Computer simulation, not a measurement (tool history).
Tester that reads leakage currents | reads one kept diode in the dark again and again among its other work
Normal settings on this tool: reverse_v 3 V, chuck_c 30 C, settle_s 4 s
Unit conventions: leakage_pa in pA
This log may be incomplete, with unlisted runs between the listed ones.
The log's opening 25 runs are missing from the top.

run	hour	reverse_v	chuck_c	settle_s	leakage_pa
26	2799.7	1.37	30	4	25.28
27	2882.3	1.39	40	9.85	59.08
28	2966.6	1.39	40	9.85	59.6
29	3081.3	4.07	40	0.4	112.35
30	3152.4	4.07	20	0.67	23.89
31	3287	4.07	20	0.67	24.29
32	3354.4	14.5	28	3.29	93.95
33	3479.7	14.5	29	2.51	102.06
34	3556.2	1.18	55	0.68	181.11
35	3666.4	10.9	47	4	341.25
36	3742.6	10.9	25	2.56	65.86
37	3855.4	3	25	4	29.06
38	3983.1	3	29	2.72	40.4
# hour 4035.8: chuck's temperature calibrated
39	4126.4	6.91	43	0.79	179.76

Forecast each of these 5 alternatives for the next run:
A	4218.2	3	20	4	?
B	4218.2	7.53	43	0.79	?
C	4218.2	10.71	26	0.67	?
D	4218.2	6.82	28	3.04	?
E	4218.2	2.26	56	0.84	?

run	leakage_pa
A	18.57
B	189.2
C	70.08
D	56.96
E	259.94
Had the tool no hidden state, the same runs would have come out as:
run	leakage_pa
A	13.75
B	177.04
C	53
D	45.94
E	256.18
